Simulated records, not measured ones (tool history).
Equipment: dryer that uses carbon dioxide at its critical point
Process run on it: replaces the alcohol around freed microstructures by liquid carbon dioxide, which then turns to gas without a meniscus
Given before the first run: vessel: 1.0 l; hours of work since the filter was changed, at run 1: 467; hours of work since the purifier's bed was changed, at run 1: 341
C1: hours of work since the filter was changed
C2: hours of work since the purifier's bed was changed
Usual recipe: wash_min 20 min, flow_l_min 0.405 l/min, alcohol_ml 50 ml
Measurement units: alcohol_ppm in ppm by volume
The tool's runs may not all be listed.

run 1 hour=0.0 | wash_min=20 flow_l_min=0.405 alcohol_ml=50 | C1=467 C2=341 | alcohol_ppm=287
run 2 hour=46.4 | wash_min=20 flow_l_min=0.405 alcohol_ml=50 | C1=483 C2=357 | alcohol_ppm=277
run 3 hour=81.6 | wash_min=20 flow_l_min=0.405 alcohol_ml=50 | C1=495 C2=369 | alcohol_ppm=287
run 4 hour=126.9 | wash_min=20 flow_l_min=0.405 alcohol_ml=50 | C1=510 C2=384 | alcohol_ppm=294
run 5 hour=176.2 | wash_min=20 flow_l_min=0.405 alcohol_ml=32 | C1=527 C2=401 | alcohol_ppm=213
run 6 hour=212.6 | wash_min=20 flow_l_min=0.405 alcohol_ml=32 | C1=539 C2=413 | alcohol_ppm=215
run 7 hour=262.5 | wash_min=20 flow_l_min=0.560 alcohol_ml=50 | C1=556 C2=430 | alcohol_ppm=99
run 8 hour=296.3 | wash_min=20 flow_l_min=0.560 alcohol_ml=50 | C1=568 C2=442 | alcohol_ppm=100
run 9 hour=349.2 | wash_min=20 flow_l_min=0.560 alcohol_ml=50 | C1=586 C2=460 | alcohol_ppm=109
-- hour=369.1 inlet filter changed
run 10 hour=395.7 | wash_min=20 flow_l_min=0.560 alcohol_ml=50 | C1=9 C2=476 | alcohol_ppm=88
run 11 hour=438.7 | wash_min=17 flow_l_min=0.584 alcohol_ml=65 | C1=24 C2=490 | alcohol_ppm=131
run 12 hour=491.9 | wash_min=17 flow_l_min=0.584 alcohol_ml=65 | C1=42 C2=509 | alcohol_ppm=133
run 13 hour=551.5 | wash_min=17 flow_l_min=0.584 alcohol_ml=65 | C1=62 C2=529 | alcohol_ppm=132
run 14 hour=595.1 | wash_min=15 flow_l_min=0.295 alcohol_ml=40 | C1=77 C2=544 | alcohol_ppm=1715
run 15 hour=661.8 | wash_min=15 flow_l_min=0.295 alcohol_ml=40 | C1=100 C2=567 | alcohol_ppm=1809
run 16 hour=724.0 | wash_min=15 flow_l_min=0.295 alcohol_ml=40 | C1=121 C2=588 | alcohol_ppm=1780
run 17 hour=777.1 | wash_min=29 flow_l_min=0.447 alcohol_ml=32 | C1=140 C2=606 | alcohol_ppm=97
run 18 hour=843.7 | wash_min=15 flow_l_min=0.472 alcohol_ml=108 | C1=162 C2=629 | alcohol_ppm=822
run 19 hour=897.4 | wash_min=16 flow_l_min=0.511 alcohol_ml=36 | C1=181 C2=647 | alcohol_ppm=219

Consider 5 possible next runs. They are alternatives, not a sequence: every one starts from the tool as it was left by run 19. What does each give?
run A hour=954.9 | wash_min=27 flow_l_min=0.591 alcohol_ml=78 | C1=200 C2=667 | alcohol_ppm=?
run B hour=954.9 | wash_min=20 flow_l_min=0.275 alcohol_ml=36 | C1=200 C2=667 | alcohol_ppm=?
run C hour=954.9 | wash_min=16 flow_l_min=0.511 alcohol_ml=107 | C1=200 C2=667 | alcohol_ppm=?
run D hour=954.9 | wash_min=16 flow_l_min=0.405 alcohol_ml=92 | C1=200 C2=667 | alcohol_ppm=?
run E hour=954.9 | wash_min=16 flow_l_min=0.529 alcohol_ml=54 | C1=200 C2=667 | alcohol_ppm=?

run=A alcohol_ppm=108
run=B alcohol_ppm=843
run=C alcohol_ppm=444
run=D alcohol_ppm=1083
run=E alcohol_ppm=248
With no hidden state in the tool, these same runs would have given:
run=A alcohol_ppm=7
run=B alcohol_ppm=651
run=C alcohol_ppm=284
run=D alcohol_ppm=840
run=E alcohol_ppm=120
